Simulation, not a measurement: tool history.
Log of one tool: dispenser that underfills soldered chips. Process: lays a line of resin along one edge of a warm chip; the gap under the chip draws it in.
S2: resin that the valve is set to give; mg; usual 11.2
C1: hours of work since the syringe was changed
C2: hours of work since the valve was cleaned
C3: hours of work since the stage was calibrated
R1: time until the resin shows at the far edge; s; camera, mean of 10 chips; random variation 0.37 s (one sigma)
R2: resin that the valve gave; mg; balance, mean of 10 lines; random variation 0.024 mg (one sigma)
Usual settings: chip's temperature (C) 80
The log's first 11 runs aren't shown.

{"run": 12, "hour": 50.4, "chip's temperature (C)": 86, "S2": 12, "C1": 6, "C2": 61, "C3": 38, "R1": 30.3, "R2": 11.57}
{"hour": 53.8, "done": "dispensing valve cleaned and set on the balance"}
{"hour": 55.7, "done": "new syringe of resin"}
{"run": 13, "hour": 56.6, "chip's temperature (C)": 80, "S2": 9.6, "C1": 1, "C2": 2, "C3": 41, "R1": 23.8, "R2": 9.62}
{"run": 14, "hour": 59.6, "chip's temperature (C)": 80, "S2": 9.6, "C1": 3, "C2": 4, "C3": 43, "R1": 28.4, "R2": 9.65}
{"run": 15, "hour": 65.6, "chip's temperature (C)": 80, "S2": 9.6, "C1": 7, "C2": 8, "C3": 47, "R1": 39.3, "R2": 9.62}
{"hour": 69.4, "done": "new syringe of resin"}
{"run": 16, "hour": 70.5, "chip's temperature (C)": 80, "S2": 9.6, "C1": 1, "C2": 11, "C3": 50, "R1": 23.6, "R2": 9.6}
{"run": 17, "hour": 74.1, "chip's temperature (C)": 80, "S2": 12.1, "C1": 3, "C2": 13, "C3": 53, "R1": 27.9, "R2": 12.06}
{"run": 18, "hour": 79.9, "chip's temperature (C)": 80, "S2": 12.1, "C1": 7, "C2": 17, "C3": 57, "R1": 38, "R2": 11.98}
{"hour": 82.9, "done": "new syringe of resin"}
{"run": 19, "hour": 86.0, "chip's temperature (C)": 80, "S2": 12.1, "C1": 2, "C2": 21, "C3": 61, "R1": 25.6, "R2": 12.05}
{"run": 20, "hour": 89.0, "chip's temperature (C)": 87, "S2": 10, "C1": 4, "C2": 23, "C3": 63, "R1": 24.5, "R2": 9.92}
{"run": 21, "hour": 93.3, "chip's temperature (C)": 66, "S2": 11.1, "C1": 7, "C2": 26, "C3": 65, "R1": 64.4, "R2": 11}
{"hour": 96.6, "done": "new syringe of resin"}
{"run": 22, "hour": 99.5, "chip's temperature (C)": 66, "S2": 9.7, "C1": 2, "C2": 30, "C3": 69, "R1": 44.6, "R2": 9.6}
{"run": 23, "hour": 103.2, "chip's temperature (C)": 66, "S2": 9.7, "C1": 4, "C2": 33, "C3": 72, "R1": 55.5, "R2": 9.56}
{"run": 24, "hour": 108.7, "chip's temperature (C)": 70, "S2": 14.3, "C1": 8, "C2": 36, "C3": 76, "R1": 60.3, "R2": 14.1}
{"hour": 110.4, "done": "new syringe of resin"}
{"run": 25, "hour": 113.3, "chip's temperature (C)": 87, "S2": 11.9, "C1": 2, "C2": 39, "C3": 79, "R1": 19.5, "R2": 11.67}
{"run": 26, "hour": 117.0, "chip's temperature (C)": 80, "S2": 11.3, "C1": 4, "C2": 42, "C3": 81, "R1": 32, "R2": 11.02}
{"run": 27, "hour": 121.8, "chip's temperature (C)": 80, "S2": 11.3, "C1": 8, "C2": 45, "C3": 84, "R1": 41.1, "R2": 11.08}
{"hour": 124.3, "done": "new syringe of resin"}
{"run": 28, "hour": 127.6, "chip's temperature (C)": 80, "S2": 11.3, "C1": 2, "C2": 49, "C3": 88, "R1": 27, "R2": 11}
{"run": 29, "hour": 131.2, "chip's temperature (C)": 68, "S2": 12.7, "C1": 5, "C2": 51, "C3": 90, "R1": 48.6, "R2": 12.36}
{"run": 30, "hour": 136.7, "chip's temperature (C)": 79, "S2": 12.9, "C1": 8, "C2": 55, "C3": 94, "R1": 44.7, "R2": 12.52}
{"hour": 137.9, "done": "new syringe of resin"}
{"run": 31, "hour": 141.2, "chip's temperature (C)": 79, "S2": 13.9, "C1": 2, "C2": 58, "C3": 97, "R1": 26.7, "R2": 13.46}
{"run": 32, "hour": 146.5, "chip's temperature (C)": 68, "S2": 12.4, "C1": 6, "C2": 61, "C3": 101, "R1": 54.8, "R2": 12.04}
{"hour": 149.2, "done": "dispensing valve cleaned and set on the balance"}
{"hour": 152.5, "done": "new syringe of resin"}
{"run": 33, "hour": 153.0, "chip's temperature (C)": 68, "S2": 12.4, "C1": 0, "C2": 2, "C3": 104, "R1": 33.6, "R2": 12.43}
{"run": 34, "hour": 158.7, "chip's temperature (C)": 68, "S2": 12.4, "C1": 4, "C2": 6, "C3": 108, "R1": 46.9, "R2": 12.38}
{"run": 35, "hour": 164.4, "chip's temperature (C)": 66, "S2": 10.7, "C1": 8, "C2": 10, "C3": 112, "R1": 73.1, "R2": 10.65}

4 ways to go on from here, each from the tool as it stands after run 35. What would each give?
{"hour": 166.0, "done": "new syringe of resin"}
{"run": "A", "hour": 169.8, "chip's temperature (C)": 72, "S2": 12.7, "C1": 3, "C2": 14, "C3": 115, "R1": "?", "R2": "?"}
{"hour": 166.0, "done": "new syringe of resin"}
{"run": "B", "hour": 169.8, "chip's temperature (C)": 77, "S2": 10.7, "C1": 3, "C2": 14, "C3": 115, "R1": "?", "R2": "?"}
{"hour": 166.0, "done": "new syringe of resin"}
{"run": "C", "hour": 169.8, "chip's temperature (C)": 68, "S2": 12.3, "C1": 3, "C2": 14, "C3": 115, "R1": "?", "R2": "?"}
{"hour": 166.0, "done": "new syringe of resin"}
{"run": "D", "hour": 169.8, "chip's temperature (C)": 68, "S2": 10.7, "C1": 3, "C2": 14, "C3": 115, "R1": "?", "R2": "?"}

run=A R1=36 R2=12.61
run=B R1=31.3 R2=10.62
run=C R1=41.1 R2=12.24
run=D R1=41.6 R2=10.66
Without the tool's hidden state the same runs would have given:
run=A R1=29.5 R2=12.68
run=B R1=25.7 R2=10.69
run=C R1=33.6 R2=12.31
run=D R1=33.9 R2=10.72
